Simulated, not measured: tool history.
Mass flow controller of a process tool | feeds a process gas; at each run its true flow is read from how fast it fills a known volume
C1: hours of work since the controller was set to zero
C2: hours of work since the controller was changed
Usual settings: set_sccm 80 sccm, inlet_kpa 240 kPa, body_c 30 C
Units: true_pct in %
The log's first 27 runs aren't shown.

{"run": 28, "hour": 1499.6, "set_sccm": 44, "inlet_kpa": 143, "body_c": 30, "C1": 780, "C2": 780, "true_pct": 99.17}
{"run": 29, "hour": 1579.1, "set_sccm": 44, "inlet_kpa": 143, "body_c": 30, "C1": 808, "C2": 808, "true_pct": 99.11}
{"run": 30, "hour": 1658.6, "set_sccm": 44, "inlet_kpa": 143, "body_c": 30, "C1": 837, "C2": 837, "true_pct": 99.15}
{"run": 31, "hour": 1698.3, "set_sccm": 80, "inlet_kpa": 147, "body_c": 30, "C1": 852, "C2": 852, "true_pct": 99.98}
{"hour": 1742.1, "done": "gauge calibrated"}
{"run": 32, "hour": 1753.7, "set_sccm": 80, "inlet_kpa": 160, "body_c": 30, "C1": 872, "C2": 872, "true_pct": 99.62}
{"run": 33, "hour": 1816.9, "set_sccm": 80, "inlet_kpa": 160, "body_c": 30, "C1": 895, "C2": 895, "true_pct": 99.49}
{"run": 34, "hour": 1887.1, "set_sccm": 48, "inlet_kpa": 160, "body_c": 30, "C1": 920, "C2": 920, "true_pct": 98.93}
{"run": 35, "hour": 1933.2, "set_sccm": 13, "inlet_kpa": 178, "body_c": 23, "C1": 937, "C2": 937, "true_pct": 98.13}
{"run": 36, "hour": 1995.5, "set_sccm": 80, "inlet_kpa": 181, "body_c": 32, "C1": 960, "C2": 960, "true_pct": 100.03}
{"run": 37, "hour": 2037.7, "set_sccm": 20, "inlet_kpa": 273, "body_c": 38, "C1": 975, "C2": 975, "true_pct": 99.79}
{"run": 38, "hour": 2091.7, "set_sccm": 61, "inlet_kpa": 188, "body_c": 38, "C1": 995, "C2": 995, "true_pct": 100.15}
{"run": 39, "hour": 2139.2, "set_sccm": 26, "inlet_kpa": 226, "body_c": 30, "C1": 1012, "C2": 1012, "true_pct": 99.14}
{"run": 40, "hour": 2179.3, "set_sccm": 61, "inlet_kpa": 225, "body_c": 31, "C1": 1027, "C2": 1027, "true_pct": 99.97}
{"run": 41, "hour": 2242.1, "set_sccm": 91, "inlet_kpa": 193, "body_c": 21, "C1": 1050, "C2": 1050, "true_pct": 99.89}

3 ways to go on from here, each from the tool as it stands after run 41. What would each give?
{"run": "A", "hour": 2303.2, "set_sccm": 80, "inlet_kpa": 176, "body_c": 30, "C1": 1072, "C2": 1072, "true_pct": "?"}
{"run": "B", "hour": 2303.2, "set_sccm": 26, "inlet_kpa": 204, "body_c": 30, "C1": 1072, "C2": 1072, "true_pct": "?"}
{"run": "C", "hour": 2303.2, "set_sccm": 12, "inlet_kpa": 236, "body_c": 21, "C1": 1072, "C2": 1072, "true_pct": "?"}

run=A true_pct=100.02
run=B true_pct=99.25
run=C true_pct=98.47
Without the tool's hidden state the same runs would have given:
run=A true_pct=99.68
run=B true_pct=98.91
run=C true_pct=98.12
